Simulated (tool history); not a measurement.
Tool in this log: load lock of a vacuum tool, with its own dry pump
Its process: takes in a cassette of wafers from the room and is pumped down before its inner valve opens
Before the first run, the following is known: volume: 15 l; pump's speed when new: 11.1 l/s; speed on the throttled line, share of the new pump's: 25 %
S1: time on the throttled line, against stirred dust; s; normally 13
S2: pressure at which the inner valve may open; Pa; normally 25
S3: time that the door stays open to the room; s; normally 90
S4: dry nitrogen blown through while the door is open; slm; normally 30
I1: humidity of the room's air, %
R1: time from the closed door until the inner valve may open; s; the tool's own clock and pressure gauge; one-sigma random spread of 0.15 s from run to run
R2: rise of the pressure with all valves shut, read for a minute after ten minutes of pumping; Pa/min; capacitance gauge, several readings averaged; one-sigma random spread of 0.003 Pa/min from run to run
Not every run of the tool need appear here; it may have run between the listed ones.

{"run": 1, "hour": 0.0, "S1": 13, "S2": 25, "S3": 90, "S4": 30, "I1": 42.6, "R1": 20.8, "R2": 0.048}
{"run": 2, "hour": 163.1, "S1": 13, "S2": 25, "S3": 90, "S4": 30, "I1": 45.2, "R1": 21.1, "R2": 0.055}
{"run": 3, "hour": 306.2, "S1": 13, "S2": 25, "S3": 90, "S4": 28, "I1": 44, "R1": 21.1, "R2": 0.052}
{"run": 4, "hour": 503.5, "S1": 13, "S2": 25, "S3": 90, "S4": 44, "I1": 46.2, "R1": 21.4, "R2": 0.044}
{"run": 5, "hour": 616.8, "S1": 13, "S2": 25, "S3": 90, "S4": 30, "I1": 43.4, "R1": 21, "R2": 0.052}
{"run": 6, "hour": 863.9, "S1": 13, "S2": 25, "S3": 90, "S4": 30, "I1": 44.5, "R1": 21, "R2": 0.056}
{"run": 7, "hour": 1131.5, "S1": 13, "S2": 25, "S3": 90, "S4": 30, "I1": 46.7, "R1": 20.9, "R2": 0.057}
{"run": 8, "hour": 1273.8, "S1": 13, "S2": 25, "S3": 90, "S4": 30, "I1": 46.9, "R1": 21, "R2": 0.053}
{"run": 9, "hour": 1448.3, "S1": 13, "S2": 25, "S3": 90, "S4": 30, "I1": 47, "R1": 20.7, "R2": 0.055}
{"run": 10, "hour": 1634.5, "S1": 13, "S2": 25, "S3": 90, "S4": 30, "I1": 45.4, "R1": 20.9, "R2": 0.055}
{"run": 11, "hour": 1750.0, "S1": 13, "S2": 25, "S3": 90, "S4": 7, "I1": 50.7, "R1": 20.8, "R2": 0.094}
{"run": 12, "hour": 1925.0, "S1": 13, "S2": 25, "S3": 90, "S4": 7, "I1": 48.3, "R1": 20.8, "R2": 0.094}
{"run": 13, "hour": 2064.4, "S1": 13, "S2": 25, "S3": 90, "S4": 7, "I1": 47.1, "R1": 21.1, "R2": 0.089}
{"run": 14, "hour": 2189.1, "S1": 13, "S2": 25, "S3": 90, "S4": 30, "I1": 45, "R1": 21, "R2": 0.051}
{"run": 15, "hour": 2376.5, "S1": 13, "S2": 25, "S3": 90, "S4": 30, "I1": 46.1, "R1": 20.9, "R2": 0.062}
{"run": 16, "hour": 2589.9, "S1": 13, "S2": 25, "S3": 90, "S4": 32, "I1": 45.8, "R1": 21, "R2": 0.057}
{"run": 17, "hour": 2811.7, "S1": 13, "S2": 25, "S3": 90, "S4": 32, "I1": 44.2, "R1": 21.1, "R2": 0.058}
{"run": 18, "hour": 3051.2, "S1": 13, "S2": 25, "S3": 90, "S4": 32, "I1": 45.2, "R1": 21.1, "R2": 0.055}
{"run": 19, "hour": 3320.3, "S1": 13, "S2": 25, "S3": 90, "S4": 32, "I1": 44.5, "R1": 20.8, "R2": 0.055}
{"run": 20, "hour": 3519.3, "S1": 13, "S2": 25, "S3": 90, "S4": 32, "I1": 43.5, "R1": 21, "R2": 0.05}
{"run": 21, "hour": 3667.8, "S1": 14, "S2": 30, "S3": 201, "S4": 9, "I1": 44.4, "R1": 21.6, "R2": 0.101}
{"run": 22, "hour": 3829.8, "S1": 13, "S2": 20, "S3": 201, "S4": 9, "I1": 44.7, "R1": 21.2, "R2": 0.103}
{"run": 23, "hour": 4006.5, "S1": 13, "S2": 20, "S3": 201, "S4": 9, "I1": 45.2, "R1": 21.5, "R2": 0.103}
{"run": 24, "hour": 4170.1, "S1": 13, "S2": 20, "S3": 201, "S4": 9, "I1": 43.5, "R1": 21.4, "R2": 0.103}
{"run": 25, "hour": 4355.7, "S1": 13, "S2": 20, "S3": 201, "S4": 9, "I1": 39.3, "R1": 21.4, "R2": 0.093}
{"run": 26, "hour": 4474.4, "S1": 7, "S2": 20, "S3": 81, "S4": 24, "I1": 47.2, "R1": 16.5, "R2": 0.063}
{"run": 27, "hour": 4719.7, "S1": 7, "S2": 24, "S3": 97, "S4": 20, "I1": 46.5, "R1": 16.9, "R2": 0.071}
{"run": 28, "hour": 4875.4, "S1": 25, "S2": 24, "S3": 37, "S4": 40, "I1": 43.3, "R1": 30, "R2": 0.037}
{"run": 29, "hour": 5006.8, "S1": 25, "S2": 24, "S3": 37, "S4": 40, "I1": 41.2, "R1": 30, "R2": 0.034}
{"run": 30, "hour": 5187.3, "S1": 8, "S2": 28, "S3": 82, "S4": 9, "I1": 47.3, "R1": 17, "R2": 0.083}
{"run": 31, "hour": 5411.5, "S1": 8, "S2": 28, "S3": 82, "S4": 9, "I1": 46.5, "R1": 17, "R2": 0.085}
{"run": 32, "hour": 5564.7, "S1": 8, "S2": 28, "S3": 82, "S4": 9, "I1": 44.5, "R1": 16.7, "R2": 0.078}
{"run": 33, "hour": 5759.3, "S1": 8, "S2": 25, "S3": 194, "S4": 30, "I1": 47.2, "R1": 17.2, "R2": 0.065}
{"run": 34, "hour": 5883.1, "S1": 13, "S2": 19, "S3": 134, "S4": 30, "I1": 45.5, "R1": 21.4, "R2": 0.066}
{"run": 35, "hour": 6146.8, "S1": 13, "S2": 19, "S3": 134, "S4": 30, "I1": 46.3, "R1": 21.3, "R2": 0.061}
{"run": 36, "hour": 6414.0, "S1": 6, "S2": 26, "S3": 134, "S4": 30, "I1": 39.8, "R1": 15.9, "R2": 0.055}

Removed from this log: 2 entries logged between the listed runs. Between which two listed runs does each belong, and how does the tool's hidden state at the listed run before it compare with that at the listed run after it?
After run 27, before run 28: dry pump taken out, an overhauled one fitted (hour 4834)
  pump's speed, % of a new pump's: 99.9 -> 100
  what was measured, less what the result would be without the hidden state, R2: +0.003 -> +0.002 Pa/min
After run 34, before run 35: door's seal changed, seat wiped (hour 6145)
  leak at the door's seal, Pa l/s: 0.0026 -> 0.002
  what was measured, less what the result would be without the hidden state, R2: +0.003 -> +0 Pa/min
